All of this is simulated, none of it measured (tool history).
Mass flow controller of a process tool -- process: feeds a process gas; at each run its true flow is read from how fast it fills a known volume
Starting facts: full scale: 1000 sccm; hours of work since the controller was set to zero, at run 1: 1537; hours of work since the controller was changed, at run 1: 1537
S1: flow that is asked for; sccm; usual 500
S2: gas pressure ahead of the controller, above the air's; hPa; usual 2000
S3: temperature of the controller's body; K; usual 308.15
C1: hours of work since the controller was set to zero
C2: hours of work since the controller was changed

{"run": 1, "hour": 0.0, "S1": 500, "S2": 2000, "S3": 308.15, "C1": 1537, "C2": 1537, "true flow (%)": 98.25}
{"run": 2, "hour": 57.0, "S1": 500, "S2": 2000, "S3": 308.15, "C1": 1559, "C2": 1559, "true flow (%)": 98.31}
{"run": 3, "hour": 143.9, "S1": 500, "S2": 2000, "S3": 308.15, "C1": 1592, "C2": 1592, "true flow (%)": 98.36}
{"run": 4, "hour": 244.2, "S1": 500, "S2": 2000, "S3": 308.15, "C1": 1630, "C2": 1630, "true flow (%)": 98.43}
{"run": 5, "hour": 303.4, "S1": 500, "S2": 2000, "S3": 308.15, "C1": 1653, "C2": 1653, "true flow (%)": 98.65}
{"run": 6, "hour": 385.9, "S1": 500, "S2": 2000, "S3": 308.15, "C1": 1684, "C2": 1684, "true flow (%)": 98.61}
{"run": 7, "hour": 459.3, "S1": 111, "S2": 2110, "S3": 308.15, "C1": 1713, "C2": 1713, "true flow (%)": 97.85}
{"run": 8, "hour": 535.5, "S1": 111, "S2": 2110, "S3": 308.15, "C1": 1742, "C2": 1742, "true flow (%)": 98.01}
{"run": 9, "hour": 601.6, "S1": 217, "S2": 1960, "S3": 304.15, "C1": 1767, "C2": 1767, "true flow (%)": 98.58}
{"run": 10, "hour": 668.5, "S1": 500, "S2": 2020, "S3": 308.15, "C1": 1793, "C2": 1793, "true flow (%)": 99.01}

Each run again, without the hidden state but with its own random variation kept:
Hidden state present: flow at rest that the sensor doesn't see, % of full scale; true flow over the shown one, %; drift of the gauge itself on true_pct, %.
run=1 true_flow_(%)=98.26
run=2 true_flow_(%)=98.24
run=3 true_flow_(%)=98.18
run=4 true_flow_(%)=98.13
run=5 true_flow_(%)=98.27
run=6 true_flow_(%)=98.14
run=7 true_flow_(%)=97.28
run=8 true_flow_(%)=97.35
run=9 true_flow_(%)=97.85
run=10 true_flow_(%)=98.19
